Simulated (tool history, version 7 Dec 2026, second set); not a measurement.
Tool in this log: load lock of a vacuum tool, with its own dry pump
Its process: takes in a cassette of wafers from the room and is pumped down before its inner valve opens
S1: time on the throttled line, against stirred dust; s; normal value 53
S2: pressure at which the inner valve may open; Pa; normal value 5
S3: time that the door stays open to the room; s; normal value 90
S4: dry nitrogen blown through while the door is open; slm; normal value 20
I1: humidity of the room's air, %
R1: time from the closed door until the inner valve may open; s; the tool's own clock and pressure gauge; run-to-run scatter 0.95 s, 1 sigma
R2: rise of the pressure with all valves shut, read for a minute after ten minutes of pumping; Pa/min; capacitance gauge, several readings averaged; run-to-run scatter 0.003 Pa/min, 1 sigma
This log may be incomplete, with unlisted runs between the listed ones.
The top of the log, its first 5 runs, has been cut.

| run | hour | S1 | S2 | S3 | S4 | I1 | R1 | R2 |
|---|---|---|---|---|---|---|---|---|
| 6 | 426.4 | 53 | 5 | 90 | 20 | 47.4 | 158.2 | 0.053 |
| 7 | 536.1 | 53 | 5 | 90 | 20 | 41.9 | 156.5 | 0.047 |
| 8 | 585.2 | 53 | 5 | 90 | 20 | 41.9 | 157.1 | 0.047 |
| 9 | 683.4 | 53 | 5 | 90 | 20 | 45.6 | 156.0 | 0.048 |
| 10 | 786.4 | 53 | 5 | 90 | 20 | 47.6 | 157.1 | 0.053 |
| 11 | 846.8 | 53 | 5 | 90 | 20 | 41.7 | 155.6 | 0.043 |
| 12 | 930.1 | 53 | 5 | 42 | 20 | 45.3 | 156.6 | 0.040 |
| 13 | 1027.6 | 53 | 5 | 95 | 20 | 45.9 | 156.7 | 0.052 |
| 14 | 1135.3 | 53 | 5 | 90 | 20 | 44.2 | 157.3 | 0.055 |
| 15 | 1213.0 | 53 | 5 | 90 | 20 | 44.8 | 158.4 | 0.050 |
| 16 | 1288.1 | 53 | 5 | 90 | 20 | 44.3 | 156.8 | 0.046 |
| 17 | 1355.6 | 53 | 5 | 90 | 20 | 43.3 | 158.5 | 0.052 |
| 18 | 1451.0 | 53 | 5 | 113 | 20 | 44.1 | 157.6 | 0.056 |
| 19 | 1523.4 | 53 | 5 | 154 | 22 | 45.0 | 156.9 | 0.059 |
| 20 | 1636.1 | 53 | 5 | 154 | 22 | 47.7 | 158.6 | 0.070 |
| 21 | 1707.4 | 85 | 6 | 154 | 22 | 44.3 | 178.6 | 0.065 |
| 22 | 1763.2 | 53 | 5 | 90 | 10 | 44.9 | 159.0 | 0.072 |
| 23 | 1838.8 | 94 | 5 | 90 | 10 | 44.8 | 186.2 | 0.068 |
| 24 | 1932.1 | 53 | 7 | 90 | 10 | 42.4 | 152.8 | 0.059 |
| 25 | 1996.6 | 53 | 7 | 90 | 10 | 46.8 | 153.5 | 0.069 |
| 26 | 2094.4 | 94 | 5 | 90 | 5 | 44.3 | 188.4 | 0.072 |
| 27 | 2205.0 | 57 | 5 | 131 | 20 | 44.2 | 161.5 | 0.058 |
| 28 | 2262.6 | 57 | 5 | 131 | 20 | 45.6 | 159.4 | 0.064 |
| 29 | 2309.8 | 57 | 5 | 131 | 20 | 46.0 | 162.8 | 0.068 |

Run 30 comes next. What will it give?
| 30 | 2417.1 | 57 | 5 | 131 | 9 | 47.4 | ? | ? |

R1: 162.0 s
R2: 0.078 Pa/min
With the hidden condition absent and the run-to-run variation left alone, this run would have shown R1 154.7 s, R2 0.058 Pa/min.

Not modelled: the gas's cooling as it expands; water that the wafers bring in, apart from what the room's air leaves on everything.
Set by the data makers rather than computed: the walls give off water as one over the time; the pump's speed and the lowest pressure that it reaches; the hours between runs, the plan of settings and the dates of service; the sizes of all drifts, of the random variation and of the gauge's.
